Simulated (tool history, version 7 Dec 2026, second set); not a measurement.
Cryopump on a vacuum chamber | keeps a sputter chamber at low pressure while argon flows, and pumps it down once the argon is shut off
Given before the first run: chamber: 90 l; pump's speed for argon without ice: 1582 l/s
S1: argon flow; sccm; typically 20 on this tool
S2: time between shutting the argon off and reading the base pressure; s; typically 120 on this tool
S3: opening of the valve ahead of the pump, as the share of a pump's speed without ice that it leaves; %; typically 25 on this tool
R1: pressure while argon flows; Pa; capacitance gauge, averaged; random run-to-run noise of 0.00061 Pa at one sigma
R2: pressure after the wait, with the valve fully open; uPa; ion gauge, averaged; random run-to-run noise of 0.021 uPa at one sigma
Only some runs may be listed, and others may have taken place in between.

run	hour	S1	S2	S3	R1	R2
1	0.0	20	120	25	0.0875	0.56
2	104.7	20	120	25	0.0881	0.56
3	183.9	20	120	25	0.0895	0.56
4	278.3	20	120	20	0.1116	0.58
5	374.1	20	120	20	0.1132	0.58
6	477.8	14	120	25	0.0645	0.65
7	557.2	20	120	25	0.0932	0.68
8	628.3	20	120	25	0.0941	0.70
9	705.8	20	113	25	0.0952	0.71
# hour 733.6: pump warmed up, emptied and cooled again
10	782.9	20	120	25	0.0871	0.62
11	865.7	20	36	25	0.0865	1.13
12	976.5	20	36	25	0.0878	1.21
13	1040.8	20	120	25	0.0885	0.65
14	1120.4	13	120	25	0.0567	0.63
15	1168.6	20	120	25	0.0896	0.61
16	1256.1	20	120	25	0.0904	0.65
17	1326.0	20	120	25	0.0912	0.67
18	1379.4	16	262	30	0.0613	0.62
19	1472.7	8	104	47	0.0212	0.74
20	1559.9	13	220	43	0.0371	0.63
21	1664.8	13	220	43	0.0392	0.65
# hour 1721.9: pump warmed up, emptied and cooled again
22	1725.2	17	165	46	0.0405	0.57
23	1788.3	21	255	59	0.0397	0.49
24	1855.4	21	255	59	0.0394	0.54
25	1938.9	11	215	57	0.0214	0.54
26	2025.3	11	144	19	0.0632	0.63
27	2083.4	11	144	19	0.0645	0.67
28	2172.5	11	144	19	0.0642	0.67
29	2275.5	11	144	18	0.0683	0.71
30	2374.8	25	120	45	0.0660	0.80
31	2439.9	25	98	16	0.1749	0.81
32	2541.6	20	37	53	0.0475	1.40
33	2644.4	15	120	33	0.0562	0.89
# hour 2708.4: pump warmed up, emptied and cooled again
34	2728.4	15	120	33	0.0498	0.68

Consider 3 possible next runs. They are alternatives, not a sequence: every one starts from the tool as it was left by run 34. What does each give?
A	2782.0	19	125	25	?	?
B	2782.0	20	120	46	?	?
C	2782.0	13	64	58	?	?

run	R1	R2
A	0.0829	0.72
B	0.0484	0.71
C	0.0251	0.92
Without the tool's unlogged condition, the same runs would have read:
run	R1	R2
A	0.0816	0.46
B	0.0470	0.44
C	0.0242	0.65

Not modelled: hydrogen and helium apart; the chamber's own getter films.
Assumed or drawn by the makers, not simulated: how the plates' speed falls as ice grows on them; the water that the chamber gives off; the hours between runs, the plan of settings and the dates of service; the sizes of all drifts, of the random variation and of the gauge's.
